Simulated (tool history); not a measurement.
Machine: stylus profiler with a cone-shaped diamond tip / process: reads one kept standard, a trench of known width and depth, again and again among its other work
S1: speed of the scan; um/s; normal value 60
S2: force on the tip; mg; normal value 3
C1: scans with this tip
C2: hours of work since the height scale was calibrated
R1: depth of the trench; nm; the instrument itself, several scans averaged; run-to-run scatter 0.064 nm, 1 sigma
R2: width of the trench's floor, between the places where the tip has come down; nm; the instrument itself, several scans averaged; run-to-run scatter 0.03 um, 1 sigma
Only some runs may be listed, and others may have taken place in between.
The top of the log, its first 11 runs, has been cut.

run 12 day=15.975 | S1=27 S2=3 | C1=12970 C2=692 | R1=504.44 R2=95860
run 13 day=17.175 | S1=41 S2=3 | C1=13130 C2=712 | R1=504.18 R2=95850
run 14 day=18.908 | S1=41 S2=3 | C1=13361 C2=740 | R1=504.38 R2=95830
run 15 day=20.275 | S1=41 S2=3 | C1=13543 C2=762 | R1=504.23 R2=95760
run 16 day=21.317 | S1=41 S2=3 | C1=13682 C2=779 | R1=504.31 R2=95840
run 17 day=22.642 | S1=193 S2=3 | C1=13859 C2=801 | R1=504.31 R2=95510
run 18 day=24.121 | S1=85 S2=1.58 | C1=14056 C2=825 | R1=503.12 R2=95610
run 19 day=25.921 | S1=66 S2=1.58 | C1=14296 C2=854 | R1=503.16 R2=95670
-- day=27.029 height scale calibrated on a step standard
run 20 day=27.029 | S1=77 S2=5.04 | C1=14441 C2=0 | R1=504.95 R2=95730
run 21 day=28.888 | S1=75 S2=3 | C1=14689 C2=30 | R1=503.5 R2=95740
run 22 day=30.05 | S1=60 S2=6.05 | C1=14844 C2=49 | R1=505.56 R2=95690
run 23 day=31.925 | S1=19 S2=1.22 | C1=15094 C2=80 | R1=501.95 R2=95740
run 24 day=33.546 | S1=125 S2=5.08 | C1=15310 C2=106 | R1=504.98 R2=95630
run 25 day=35.188 | S1=125 S2=5.08 | C1=15529 C2=133 | R1=505.02 R2=95620

Estimate the outcome of run 26 from the log above:
run 26 day=36.525 | S1=125 S2=5.08 | C1=15707 C2=155 | R1=? R2=?

{"run 26": {"R1": 505.07, "R2": 95510}}
With no hidden state in the tool, this same run would have given R1 505 nm, R2 96790 nm.
